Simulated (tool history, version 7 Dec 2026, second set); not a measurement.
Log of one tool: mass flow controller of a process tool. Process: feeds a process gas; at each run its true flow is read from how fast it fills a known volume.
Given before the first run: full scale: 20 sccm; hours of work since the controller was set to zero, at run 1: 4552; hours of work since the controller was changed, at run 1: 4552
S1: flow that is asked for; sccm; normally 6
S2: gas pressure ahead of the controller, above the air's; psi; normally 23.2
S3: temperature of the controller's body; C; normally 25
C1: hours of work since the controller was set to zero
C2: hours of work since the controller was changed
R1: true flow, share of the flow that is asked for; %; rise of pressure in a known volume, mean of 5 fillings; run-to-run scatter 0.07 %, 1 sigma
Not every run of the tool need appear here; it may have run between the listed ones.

run,hour,S1,S2,S3,C1,C2,R1
1,0.0,6,23.2,25,4552,4552,95.21
2,100.4,6,23.2,25,4617,4617,95.16
3,258.7,6,23.2,25,4719,4719,95.06
4,404.4,6,23.2,25,4813,4813,94.96
5,540.5,6,23.2,25,4901,4901,95.02
6,744.6,6,23.2,40,5033,5033,95.30
7,959.7,6,23.2,40,5172,5172,95.13
8,1067.5,6,23.2,40,5242,5242,95.14
9,1264.1,16,27.3,37,5369,5369,97.42
10,1439.8,2,39.2,40,5482,5482,89.02
11,1643.7,2,39.2,22,5614,5614,88.35

Branching from run 11: 5 alternative next runs. What would each branch give?
A,1744.4,4,40.5,25,5679,5679,?
B,1744.4,2,33.5,22,5679,5679,?
C,1744.4,6,23.2,20,5679,5679,?
D,1744.4,6,23.2,39,5679,5679,?
E,1744.4,5,20.5,23,5679,5679,?

run,R1
A,92.18
B,88.35
C,94.05
D,94.72
E,93.64
Stripped of hidden state, with their random variation kept, the same runs would have yielded:
run,R1
A,98.00
B,98.15
C,98.54
D,99.21
E,98.66

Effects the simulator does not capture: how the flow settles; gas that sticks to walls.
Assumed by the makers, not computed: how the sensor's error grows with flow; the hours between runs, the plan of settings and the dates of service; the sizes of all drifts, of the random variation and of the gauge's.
